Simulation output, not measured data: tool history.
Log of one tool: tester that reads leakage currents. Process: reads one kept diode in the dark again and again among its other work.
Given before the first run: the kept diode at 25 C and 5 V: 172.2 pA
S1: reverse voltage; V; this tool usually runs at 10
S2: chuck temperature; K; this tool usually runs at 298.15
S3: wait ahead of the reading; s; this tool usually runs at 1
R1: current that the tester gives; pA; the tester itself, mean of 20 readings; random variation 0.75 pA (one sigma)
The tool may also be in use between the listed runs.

| run | hour | S1 | S2 | S3 | R1 |
|---|---|---|---|---|---|
| 1 | 0 | 10 | 298.15 | 1 | 281.95 |
| 2 | 26.2 | 10 | 298.15 | 1 | 283.92 |
| 3 | 53.3 | 10 | 298.15 | 1 | 283.38 |
| 4 | 72 | 10 | 298.15 | 1 | 284.57 |
| 5 | 102.4 | 10 | 298.15 | 1 | 284.31 |
| 6 | 117.6 | 10 | 298.15 | 1 | 284.24 |
| 7 | 144.5 | 9.4 | 298.15 | 1 | 274.85 |
| 8 | 166.6 | 10 | 298.15 | 1.04 | 285.92 |
| 9 | 195.8 | 10 | 298.15 | 0.69 | 286.78 |
| 10 | 222.2 | 10 | 298.15 | 0.69 | 287.34 |
| 11 | 245.4 | 2.7 | 298.15 | 1 | 142.33 |
| 12 | 272.8 | 7.1 | 298.15 | 1 | 238.35 |
| 13 | 300.6 | 10 | 298.15 | 1 | 287.14 |
| 14 | 329.2 | 10 | 298.15 | 1 | 287.07 |
| 15 | 364.5 | 10 | 298.15 | 1 | 288.5 |
| 16 | 379.7 | 10 | 298.15 | 1 | 288.32 |
| 17 | 410.3 | 10 | 298.15 | 1 | 288.1 |
| 18 | 444.7 | 10 | 298.15 | 1 | 291.19 |
| 19 | 472.5 | 10 | 298.15 | 1 | 290.41 |
| 20 | 503.4 | 10 | 315.15 | 1 | 1326.72 |
| 21 | 537.4 | 10 | 315.15 | 1 | 1317.35 |
| 22 | 556.9 | 10 | 315.15 | 1 | 1324.24 |
| 23 | 584.7 | 8.9 | 303.15 | 6.09 | 433.31 |
| 24 | 614.1 | 8.9 | 330.15 | 6.09 | 4214.9 |
| 25 | 631.9 | 8.9 | 330.15 | 6.09 | 4201.08 |
| 26 | 662.5 | 8.9 | 330.15 | 6.09 | 4219.07 |
| 27 | 680.4 | 1.3 | 298.15 | 0.69 | 98.22 |
| 28 | 706.6 | 1.5 | 298.15 | 8.5 | 106.11 |
| 29 | 740.1 | 1.5 | 298.15 | 8.5 | 106.25 |
| 30 | 756.4 | 1.5 | 298.15 | 8.5 | 106.13 |

The next listed run, before its measurement:
| 31 | 777.6 | 1.5 | 298.15 | 8.5 | ? |

R1: 105.95 pA
If the tool had no hidden condition, the same run with the same run-to-run variation would have returned R1 90.44 pA.
